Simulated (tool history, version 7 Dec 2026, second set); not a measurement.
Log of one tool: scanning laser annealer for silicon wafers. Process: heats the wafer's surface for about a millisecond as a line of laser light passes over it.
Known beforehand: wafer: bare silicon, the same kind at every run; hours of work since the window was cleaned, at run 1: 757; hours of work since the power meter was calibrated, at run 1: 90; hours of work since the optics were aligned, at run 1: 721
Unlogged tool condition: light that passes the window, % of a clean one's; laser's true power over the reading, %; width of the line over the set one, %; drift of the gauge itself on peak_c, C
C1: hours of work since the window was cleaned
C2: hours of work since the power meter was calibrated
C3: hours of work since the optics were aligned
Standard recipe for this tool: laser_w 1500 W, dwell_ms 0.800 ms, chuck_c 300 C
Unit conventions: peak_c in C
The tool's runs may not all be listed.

run 1 hour=0.0 | laser_w=1500 dwell_ms=0.800 chuck_c=300 | C1=757 C2=90 C3=721 | peak_c=1097
run 2 hour=7.1 | laser_w=1500 dwell_ms=0.800 chuck_c=300 | C1=762 C2=95 C3=726 | peak_c=1098
run 3 hour=23.0 | laser_w=1500 dwell_ms=0.800 chuck_c=300 | C1=775 C2=108 C3=739 | peak_c=1101
run 4 hour=39.8 | laser_w=1500 dwell_ms=0.605 chuck_c=300 | C1=788 C2=121 C3=752 | peak_c=983
run 5 hour=47.8 | laser_w=1500 dwell_ms=0.605 chuck_c=300 | C1=794 C2=127 C3=758 | peak_c=983
run 6 hour=60.7 | laser_w=1500 dwell_ms=0.605 chuck_c=300 | C1=804 C2=137 C3=768 | peak_c=985
run 7 hour=76.8 | laser_w=1500 dwell_ms=0.800 chuck_c=300 | C1=817 C2=150 C3=781 | peak_c=1103
run 8 hour=92.7 | laser_w=1500 dwell_ms=0.800 chuck_c=337 | C1=829 C2=162 C3=793 | peak_c=1140
run 9 hour=101.4 | laser_w=1500 dwell_ms=0.800 chuck_c=337 | C1=836 C2=169 C3=800 | peak_c=1141
run 10 hour=117.2 | laser_w=1500 dwell_ms=0.800 chuck_c=337 | C1=848 C2=182 C3=812 | peak_c=1136
run 11 hour=131.5 | laser_w=1500 dwell_ms=0.800 chuck_c=289 | C1=859 C2=193 C3=823 | peak_c=1093
-- hour=140.3 window over the wafer cleaned
run 12 hour=143.5 | laser_w=1500 dwell_ms=0.800 chuck_c=300 | C1=3 C2=201 C3=831 | peak_c=1104
run 13 hour=160.7 | laser_w=1500 dwell_ms=0.800 chuck_c=309 | C1=16 C2=214 C3=845 | peak_c=1114
run 14 hour=171.6 | laser_w=1544 dwell_ms=0.800 chuck_c=300 | C1=24 C2=222 C3=853 | peak_c=1129
run 15 hour=179.6 | laser_w=1615 dwell_ms=0.800 chuck_c=300 | C1=31 C2=229 C3=859 | peak_c=1182
run 16 hour=187.4 | laser_w=1431 dwell_ms=0.800 chuck_c=300 | C1=37 C2=235 C3=865 | peak_c=1054
run 17 hour=196.2 | laser_w=1500 dwell_ms=0.800 chuck_c=300 | C1=44 C2=242 C3=872 | peak_c=1101
run 18 hour=207.5 | laser_w=1500 dwell_ms=0.800 chuck_c=300 | C1=52 C2=251 C3=881 | peak_c=1099
run 19 hour=219.2 | laser_w=1500 dwell_ms=0.800 chuck_c=278 | C1=62 C2=260 C3=890 | peak_c=1081
run 20 hour=227.3 | laser_w=1500 dwell_ms=0.800 chuck_c=300 | C1=68 C2=266 C3=897 | peak_c=1100
run 21 hour=238.3 | laser_w=1500 dwell_ms=0.825 chuck_c=300 | C1=77 C2=275 C3=905 | peak_c=1116
run 22 hour=252.1 | laser_w=1500 dwell_ms=0.694 chuck_c=278 | C1=87 C2=285 C3=916 | peak_c=1019
run 23 hour=260.8 | laser_w=1397 dwell_ms=0.858 chuck_c=292 | C1=94 C2=292 C3=923 | peak_c=1055
run 24 hour=274.1 | laser_w=1571 dwell_ms=0.800 chuck_c=300 | C1=105 C2=303 C3=933 | peak_c=1150
run 25 hour=283.0 | laser_w=1571 dwell_ms=0.800 chuck_c=300 | C1=111 C2=310 C3=940 | peak_c=1151
run 26 hour=291.9 | laser_w=1500 dwell_ms=0.651 chuck_c=298 | C1=118 C2=316 C3=947 | peak_c=1010
run 27 hour=305.5 | laser_w=1407 dwell_ms=0.867 chuck_c=298 | C1=129 C2=327 C3=958 | peak_c=1071
run 28 hour=318.7 | laser_w=1561 dwell_ms=0.800 chuck_c=327 | C1=139 C2=337 C3=968 | peak_c=1172
run 29 hour=331.2 | laser_w=1422 dwell_ms=0.781 chuck_c=284 | C1=149 C2=347 C3=978 | peak_c=1023
run 30 hour=339.2 | laser_w=1643 dwell_ms=0.806 chuck_c=298 | C1=155 C2=353 C3=984 | peak_c=1203
run 31 hour=353.1 | laser_w=1639 dwell_ms=0.736 chuck_c=287 | C1=166 C2=364 C3=995 | peak_c=1141
run 32 hour=364.5 | laser_w=1379 dwell_ms=0.846 chuck_c=300 | C1=175 C2=373 C3=1004 | peak_c=1044
run 33 hour=372.4 | laser_w=1379 dwell_ms=0.846 chuck_c=300 | C1=181 C2=379 C3=1010 | peak_c=1042
run 34 hour=387.3 | laser_w=1460 dwell_ms=0.588 chuck_c=312 | C1=193 C2=391 C3=1022 | peak_c=958
run 35 hour=404.3 | laser_w=1460 dwell_ms=0.588 chuck_c=312 | C1=206 C2=404 C3=1035 | peak_c=960
run 36 hour=414.0 | laser_w=1460 dwell_ms=0.588 chuck_c=312 | C1=214 C2=412 C3=1043 | peak_c=959
run 37 hour=424.6 | laser_w=1549 dwell_ms=0.800 chuck_c=300 | C1=222 C2=420 C3=1051 | peak_c=1133
run 38 hour=439.4 | laser_w=1549 dwell_ms=0.800 chuck_c=300 | C1=234 C2=432 C3=1062 | peak_c=1136
run 39 hour=455.2 | laser_w=1461 dwell_ms=0.570 chuck_c=318 | C1=246 C2=444 C3=1075 | peak_c=955
run 40 hour=465.3 | laser_w=1305 dwell_ms=0.716 chuck_c=285 | C1=254 C2=452 C3=1083 | peak_c=913

Forecast each of these 4 alternatives for the next run:
run A hour=482.2 | laser_w=1283 dwell_ms=0.769 chuck_c=336 | C1=267 C2=465 C3=1096 | peak_c=?
run B hour=482.2 | laser_w=1530 dwell_ms=0.800 chuck_c=320 | C1=267 C2=465 C3=1096 | peak_c=?
run C hour=482.2 | laser_w=1402 dwell_ms=0.682 chuck_c=285 | C1=267 C2=465 C3=1096 | peak_c=?
run D hour=482.2 | laser_w=1506 dwell_ms=0.716 chuck_c=285 | C1=267 C2=465 C3=1096 | peak_c=?

run=A peak_c=979
run=B peak_c=1140
run=C peak_c=957
run=D peak_c=1041
With no hidden state in the tool, these same runs would have given:
run=A peak_c=980
run=B peak_c=1142
run=C peak_c=958
run=D peak_c=1042
